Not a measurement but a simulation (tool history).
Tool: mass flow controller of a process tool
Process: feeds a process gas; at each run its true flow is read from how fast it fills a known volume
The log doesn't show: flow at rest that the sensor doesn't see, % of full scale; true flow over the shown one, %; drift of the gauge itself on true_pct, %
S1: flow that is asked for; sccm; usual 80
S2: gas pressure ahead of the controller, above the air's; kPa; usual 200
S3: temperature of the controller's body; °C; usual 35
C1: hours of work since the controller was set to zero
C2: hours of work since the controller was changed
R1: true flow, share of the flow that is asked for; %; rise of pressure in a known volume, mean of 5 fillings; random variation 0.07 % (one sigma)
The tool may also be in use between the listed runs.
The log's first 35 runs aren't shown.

Run 36, hour 11277.5: usual settings but S1 65 sccm, S2 178 kPa, S3 38 °C; C1 554; C2 11878. Result: R1 97.85 %.
Run 37, hour 11570.9: usual settings but S1 70 sccm, S2 178 kPa, S3 38 °C; C1 677; C2 12001. Result: R1 97.94 %.
Run 38, hour 11902.2: usual settings but S1 23 sccm, S2 163 kPa; C1 816; C2 12141. Result: R1 97.45 %.
At hour 12115.6: controller exchanged for a calibrated one.
Run 39, hour 12269.4: usual settings but S1 23 sccm, S2 163 kPa; C1 65; C2 65. Result: R1 97.52 %.
Run 40, hour 12583.2: usual settings but S1 23 sccm, S2 163 kPa; C1 197; C2 197. Result: R1 97.38 %.
Run 41, hour 12816.5: usual settings but S1 65 sccm, S2 169 kPa, S3 26 °C; C1 295; C2 295. Result: R1 98.32 %.
Run 42, hour 13038.9: usual settings but S2 194 kPa, S3 24 °C; C1 388; C2 388. Result: R1 98.42 %.
Run 43, hour 13466.7: usual settings but S1 25 sccm, S2 152 kPa, S3 26 °C; C1 568; C2 568. Result: R1 97.86 %.
Run 44, hour 13772.6: usual settings but S1 145 sccm, S2 149 kPa, S3 24 °C; C1 697; C2 697. Result: R1 99.53 %.
Run 45, hour 14040.7: usual settings but S1 145 sccm, S2 149 kPa, S3 24 °C; C1 809; C2 809. Result: R1 99.68 %.
Run 46, hour 14392.4: usual settings but S1 89 sccm, S2 141 kPa, S3 20 °C; C1 957; C2 957. Result: R1 98.77 %.
Run 47, hour 14653.9: usual settings but S1 23 sccm, S2 146 kPa, S3 33 °C; C1 1067; C2 1067. Result: R1 97.64 %.

Forecast each of these 3 alternatives for the next run:
Run A, hour 14846.2: usual settings but S1 33 sccm, S2 214 kPa, S3 33 °C; C1 1148; C2 1148. Result: R1 ?.
Run B, hour 14846.2: usual settings but S2 188 kPa, S3 22 °C; C1 1148; C2 1148. Result: R1 ?.
Run C, hour 14846.2: usual settings but S1 67 sccm, S2 144 kPa, S3 33 °C; C1 1148; C2 1148. Result: R1 ?.

run     R1
  A  97.39
  B  98.45
  C  98.35
Without the tool's hidden state the same runs would have given:
run     R1
  A  97.38
  B  98.45
  C  98.34
